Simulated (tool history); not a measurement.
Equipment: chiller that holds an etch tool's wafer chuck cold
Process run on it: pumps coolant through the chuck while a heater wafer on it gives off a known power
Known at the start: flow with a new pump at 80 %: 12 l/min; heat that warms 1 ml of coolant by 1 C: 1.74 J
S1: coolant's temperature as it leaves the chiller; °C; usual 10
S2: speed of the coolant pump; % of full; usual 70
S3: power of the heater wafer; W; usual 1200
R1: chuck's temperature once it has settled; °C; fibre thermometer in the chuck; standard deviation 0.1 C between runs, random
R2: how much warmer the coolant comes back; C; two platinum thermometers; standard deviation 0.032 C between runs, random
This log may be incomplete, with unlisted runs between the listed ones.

Run 1, hour 0.0: usual settings. Result: R1 18.2 °C, R2 4.02 C.
Run 2, hour 163.8: usual settings but S2 68 % of full. Result: R1 18.8 °C, R2 4.09 C.
Run 3, hour 241.2: usual settings but S2 68 % of full. Result: R1 18.7 °C, R2 4.10 C.
Run 4, hour 380.4: usual settings but S2 68 % of full. Result: R1 18.6 °C, R2 4.08 C.
Run 5, hour 542.7: usual settings but S2 68 % of full. Result: R1 18.5 °C, R2 4.09 C.
Run 6, hour 729.9: usual settings but S3 768 W. Result: R1 15.3 °C, R2 2.55 C.
Run 7, hour 818.3: usual settings. Result: R1 18.3 °C, R2 3.95 C.
Run 8, hour 935.2: usual settings but S1 8 °C. Result: R1 16.6 °C, R2 4.00 C.
Run 9, hour 1037.1: usual settings but S1 8 °C. Result: R1 16.3 °C, R2 3.96 C.
Run 10, hour 1141.1: usual settings. Result: R1 18.5 °C, R2 4.00 C.
Run 11, hour 1251.9: usual settings. Result: R1 18.5 °C, R2 3.93 C.
At hour 1376.6: coolant changed, channels flushed.
Run 12, hour 1415.4: usual settings but S3 1783 W. Result: R1 22.3 °C, R2 5.87 C.
Run 13, hour 1552.4: usual settings but S1 16 °C. Result: R1 24.5 °C, R2 3.90 C.
Run 14, hour 1684.0: usual settings but S2 75 % of full. Result: R1 17.9 °C, R2 3.73 C.
Run 15, hour 1868.0: usual settings but S2 75 % of full. Result: R1 18.0 °C, R2 3.70 C.
Run 16, hour 2001.6: usual settings but S2 75 % of full. Result: R1 17.8 °C, R2 3.71 C.
At hour 2030.2: chiller's thermometer calibrated.
Run 17, hour 2138.3: usual settings but S2 75 % of full. Result: R1 18.1 °C, R2 3.69 C.
Run 18, hour 2273.9: usual settings but S2 75 % of full. Result: R1 18.0 °C, R2 3.68 C.
Run 19, hour 2422.0: usual settings but S1 11 °C, S2 72 % of full, S3 1196 W. Result: R1 19.2 °C, R2 3.86 C.
Run 20, hour 2551.5: usual settings but S1 19 °C, S2 89 % of full, S3 707 W. Result: R1 23.1 °C, R2 1.79 C.
Run 21, hour 2672.0: usual settings but S1 19 °C, S2 74 % of full, S3 806 W. Result: R1 24.3 °C, R2 2.53 C.
Run 22, hour 2758.0: usual settings but S2 77 % of full, S3 967 W. Result: R1 16.4 °C, R2 2.93 C.
Run 23, hour 2884.6: usual settings but S1 11 °C, S2 64 % of full, S3 1130 W. Result: R1 19.5 °C, R2 4.11 C.
Run 24, hour 2982.5: usual settings but S1 1 °C. Result: R1 9.3 °C, R2 3.97 C.
Run 25, hour 3119.5: usual settings but S1 1 °C, S3 1044 W. Result: R1 8.4 °C, R2 3.52 C.
Run 26, hour 3260.9: usual settings but S1 1 °C, S3 1044 W. Result: R1 8.3 °C, R2 3.44 C.
Run 27, hour 3360.3: usual settings but S1 4 °C, S2 80 % of full. Result: R1 11.5 °C, R2 3.49 C.
Run 28, hour 3546.0: usual settings but S1 4 °C, S2 80 % of full, S3 1055 W. Result: R1 10.6 °C, R2 3.02 C.

Run 29 comes next. What will it give?
Run 29, hour 3693.5: usual settings but S3 1279 W. Result: R1 ?, R2 ?.

R1: 18.9 °C
R2: 4.20 C
If the tool had no hidden condition, the same run with the same run-to-run variation would have returned R1 18.9 °C, R2 4.20 C.
